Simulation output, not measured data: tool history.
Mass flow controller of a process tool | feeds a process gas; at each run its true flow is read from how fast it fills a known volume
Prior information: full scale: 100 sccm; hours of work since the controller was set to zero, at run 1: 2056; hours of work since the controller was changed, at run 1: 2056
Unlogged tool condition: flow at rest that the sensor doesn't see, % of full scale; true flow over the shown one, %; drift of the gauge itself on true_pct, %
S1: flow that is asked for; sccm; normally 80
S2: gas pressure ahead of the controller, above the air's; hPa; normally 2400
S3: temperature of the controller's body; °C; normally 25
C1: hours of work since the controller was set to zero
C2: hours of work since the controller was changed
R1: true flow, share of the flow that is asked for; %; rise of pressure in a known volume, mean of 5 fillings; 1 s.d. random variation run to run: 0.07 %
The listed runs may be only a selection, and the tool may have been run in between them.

run,hour,S1,S2,S3,C1,C2,R1
1,0,80,2400,25,2056,2056,99.17
2,465.4,80,2440,25,2254,2254,99.28
3,1011.2,80,2440,25,2485,2485,99.32
4,1476.1,80,2400,36,2682,2682,99.83
5,2007.2,80,2400,36,2907,2907,99.87
6,2453.8,19,2400,25,3097,3097,97.92
7,2894.3,80,2400,25,3284,3284,99.63
8,3266.4,80,2400,25,3441,3441,99.6
9,3517.5,80,1720,25,3548,3548,99.94
10,4078.7,100,2400,20,3786,3786,100.16
11,4510.4,88,2400,27,3969,3969,100.07
12,4753.8,20,1590,27,4072,4072,98.57
13,5082.9,20,1820,30,4211,4211,98.64
14,5639.7,55,2020,36,4448,4448,99.73
15,5947.3,55,2020,36,4578,4578,99.86
16,6423,55,2020,36,4780,4780,99.87
17,6871.1,25,2740,25,4970,4970,98.5
18,7132,80,1650,27,5080,5080,100.63

5 ways to go on from here, each from the tool as it stands after run 18. What would each give?
A,7413.6,37,1880,22,5200,5200,?
B,7413.6,16,2130,25,5200,5200,?
C,7413.6,25,2390,29,5200,5200,?
D,7413.6,12,1460,26,5200,5200,?
E,7413.6,80,2400,26,5200,5200,?

run,R1
A,99.16
B,98.46
C,98.74
D,98.85
E,100.27
Had the tool no hidden state, the same runs would have come out as:
run,R1
A,98.16
B,97.48
C,97.76
D,97.88
E,99.26
